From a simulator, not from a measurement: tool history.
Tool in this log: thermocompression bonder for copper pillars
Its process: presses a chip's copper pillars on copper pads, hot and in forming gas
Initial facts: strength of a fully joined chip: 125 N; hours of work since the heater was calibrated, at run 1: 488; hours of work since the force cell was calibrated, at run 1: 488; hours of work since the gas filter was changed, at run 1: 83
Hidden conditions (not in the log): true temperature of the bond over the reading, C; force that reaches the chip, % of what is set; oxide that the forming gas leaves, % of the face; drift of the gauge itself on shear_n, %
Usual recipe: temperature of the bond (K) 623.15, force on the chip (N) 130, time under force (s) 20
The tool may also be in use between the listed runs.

run	hour	temperature of the bond (K)	force on the chip (N)	time under force (s)	hours of work since the heater was calibrated	hours of work since the force cell was calibrated	hours of work since the gas filter was changed	force that shears a chip off (N)
1	0	623.15	130	20	488	488	83	51.1
2	32.7	623.15	130	20	503	503	98	50.5
3	72.6	623.15	130	20	521	521	116	51.1
4	121.8	623.15	130	46	543	543	138	67.2
5	171.9	623.15	130	20	565	565	160	50.1
6	214.5	623.15	130	20	584	584	179	50
7	261.7	623.15	130	20	606	606	200	49.8
8	312.9	623.15	130	20	628	628	223	50
# hour 343.7: forming gas filter changed
9	354.8	645.15	130	20	647	647	5	63.7
10	385.2	645.15	130	36	661	661	19	76
# hour 398.3: heater calibrated with a thermocouple chip
11	431.5	645.15	130	36	15	680	38	78.3
12	464.5	645.15	130	36	30	695	53	76.8
13	515.4	623.15	130	53	52	718	76	69.4
14	558.7	623.15	130	53	72	737	95	69.8
15	590.9	623.15	130	53	86	752	110	70
16	632.4	623.15	130	53	105	770	128	68.9
17	691.4	623.15	130	53	131	797	155	69.7
18	728.1	623.15	130	53	148	813	171	69
19	760.5	623.15	130	15	162	828	186	44.8
20	798	619.15	130	15	179	844	202	41.6
21	853.4	623.15	123	10	204	869	227	36
# hour 879.1: forming gas filter changed
22	899.5	612.15	130	20	224	890	9	43.2
23	928.6	612.15	130	20	237	903	22	43.6
24	970	612.15	130	31	256	921	41	52.2
25	1008.8	612.15	130	31	273	938	58	52.4
26	1052.1	598.15	130	48	292	958	77	50.8
27	1096.9	622.15	127	26	312	978	97	52.8
28	1129.9	622.15	164	53	327	993	112	83.1
29	1179.4	623.15	159	20	349	1015	134	60.2
30	1214.8	623.15	159	20	365	1031	150	61.2
31	1240.4	623.15	159	20	377	1042	162	60
32	1284.2	624.15	92	27	396	1062	181	42.1
33	1312.1	628.15	130	20	409	1074	194	53.7
34	1366.5	628.15	130	20	433	1098	218	53.5
# hour 1409.1: forming gas filter changed
35	1419.9	646.15	158	16	457	1122	5	70.6
36	1469.3	645.15	158	16	479	1144	27	69
37	1498.7	614.15	114	10	492	1157	40	30.1
38	1532.6	652.15	164	48	507	1173	55	98.3
39	1562.9	652.15	137	24	521	1186	69	75.9

How the hidden state differs across the entries between the runs, from the last listed run before each to the first after it:
From run 8 to run 9: forming gas filter changed (hour 343.7)
  oxide that the forming gas leaves, % of the face: 0.84 -> 0.51
From run 10 to run 11: heater calibrated with a thermocouple chip (hour 398.3)
  true temperature of the bond over the reading, C: 0.3 -> 0; oxide that the forming gas leaves, % of the face: 0.53 -> 0.55
From run 21 to run 22: forming gas filter changed (hour 879.1)
  oxide that the forming gas leaves, % of the face: 0.82 -> 0.52
From run 34 to run 35: forming gas filter changed (hour 1409.1)
  oxide that the forming gas leaves, % of the face: 0.82 -> 0.51
